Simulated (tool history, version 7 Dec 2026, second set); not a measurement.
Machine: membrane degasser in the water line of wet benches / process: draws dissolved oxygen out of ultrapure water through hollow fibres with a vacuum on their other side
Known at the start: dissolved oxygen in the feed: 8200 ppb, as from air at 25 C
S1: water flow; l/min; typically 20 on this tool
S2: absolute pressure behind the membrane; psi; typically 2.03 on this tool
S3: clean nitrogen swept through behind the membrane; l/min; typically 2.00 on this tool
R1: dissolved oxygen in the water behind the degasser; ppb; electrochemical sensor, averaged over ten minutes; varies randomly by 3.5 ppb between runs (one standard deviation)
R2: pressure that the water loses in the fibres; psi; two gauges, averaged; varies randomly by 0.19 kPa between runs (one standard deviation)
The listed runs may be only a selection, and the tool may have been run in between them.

run,day,S1,S2,S3,R1,R2
1,0.000,20,2.03,2.00,346.0,5.619
2,3.583,20,3.83,2.00,597.9,5.645
3,6.642,20,3.83,2.00,607.1,5.590
4,9.404,20,3.83,2.00,604.3,5.590
5,11.992,20,2.03,2.00,346.6,5.649
6,14.104,20,2.03,2.00,349.3,5.681
7,17.867,20,2.03,1.25,469.7,5.683
8,20.279,20,2.03,1.25,473.1,5.670
9,24.054,20,2.03,1.25,470.9,5.691
10,27.704,20,2.03,1.25,478.9,5.609
11,32.083,15,2.03,2.43,192.6,4.251
12,35.529,16,1.48,4.54,107.4,4.577
13,40.033,17,4.77,5.59,275.0,4.805
14,42.771,15,2.45,1.76,307.4,4.257
15,45.775,15,2.45,1.76,303.9,4.282
16,48.550,26,2.03,0.93,797.9,7.401
17,52.188,26,2.03,2.00,505.8,7.352
18,56.754,26,2.03,2.00,509.8,7.398
19,59.525,18,2.03,3.62,195.3,5.153

Each row is a separate what-if for the run after 19, all from the same tool condition, not one after another. Results?
A,63.583,27,2.80,4.61,?,?
B,63.583,13,2.22,5.48,?,?
C,63.583,17,2.03,2.00,?,?
D,63.583,22,3.26,3.31,?,?
E,63.583,25,1.77,3.61,?,?

run,R1,R2
A,436.2,7.668
B,93.2,3.696
C,270.1,4.882
D,420.4,6.258
E,335.3,7.195
With no hidden state in the tool, these same runs would have given:
run,R1,R2
A,435.8,7.535
B,93.0,3.632
C,269.8,4.796
D,420.0,6.150
E,334.9,7.071
